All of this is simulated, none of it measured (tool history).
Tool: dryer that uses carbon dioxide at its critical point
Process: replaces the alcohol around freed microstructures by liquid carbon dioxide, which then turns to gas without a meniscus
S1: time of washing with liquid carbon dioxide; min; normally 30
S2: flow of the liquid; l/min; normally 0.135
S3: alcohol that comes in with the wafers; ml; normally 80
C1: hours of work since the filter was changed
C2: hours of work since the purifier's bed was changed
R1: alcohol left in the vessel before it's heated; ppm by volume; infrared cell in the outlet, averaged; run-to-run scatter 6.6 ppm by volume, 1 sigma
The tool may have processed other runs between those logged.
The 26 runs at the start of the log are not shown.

run	day	S1	S2	S3	C1	C2	R1
27	50.158	42	0.089	66	499	534	616
28	52.571	42	0.089	66	542	577	654
# day 54.196: inlet filter changed
29	55.042	42	0.089	66	15	620	449
30	56.225	42	0.089	66	36	641	467
31	58.579	33	0.084	80	78	683	2212
32	60.017	44	0.089	80	104	709	472
33	61.2	44	0.089	80	125	730	493
34	63.708	44	0.089	82	170	775	523
35	65.246	44	0.089	82	197	802	533
36	67.883	44	0.116	32	244	849	160
37	69.967	30	0.227	37	281	886	141
38	72.429	30	0.138	90	325	930	527
39	73.896	29	0.187	79	351	956	222
40	75.504	30	0.108	43	380	985	816
41	77.042	30	0.108	43	407	1012	863
42	78.662	23	0.157	75	436	1041	958
43	81.167	23	0.152	50	481	1086	824
44	83.575	23	0.152	50	524	1129	841
# day 83.879: purifier's bed changed
45	85.158	23	0.152	50	549	23	680
# day 86.179: inlet filter changed
46	87.742	20	0.182	54	28	68	409

Each row is a separate what-if for the run after 46, all from the same tool condition, not one after another. Results?
A	89.025	39	0.135	80	51	91	?
B	89.025	20	0.218	54	51	91	?
C	89.025	20	0.168	54	51	91	?

run	R1
A	69
B	161
C	644
With the hidden condition removed and each run's random variation left untouched, the same runs would have given:
run	R1
A	50
B	135
C	590

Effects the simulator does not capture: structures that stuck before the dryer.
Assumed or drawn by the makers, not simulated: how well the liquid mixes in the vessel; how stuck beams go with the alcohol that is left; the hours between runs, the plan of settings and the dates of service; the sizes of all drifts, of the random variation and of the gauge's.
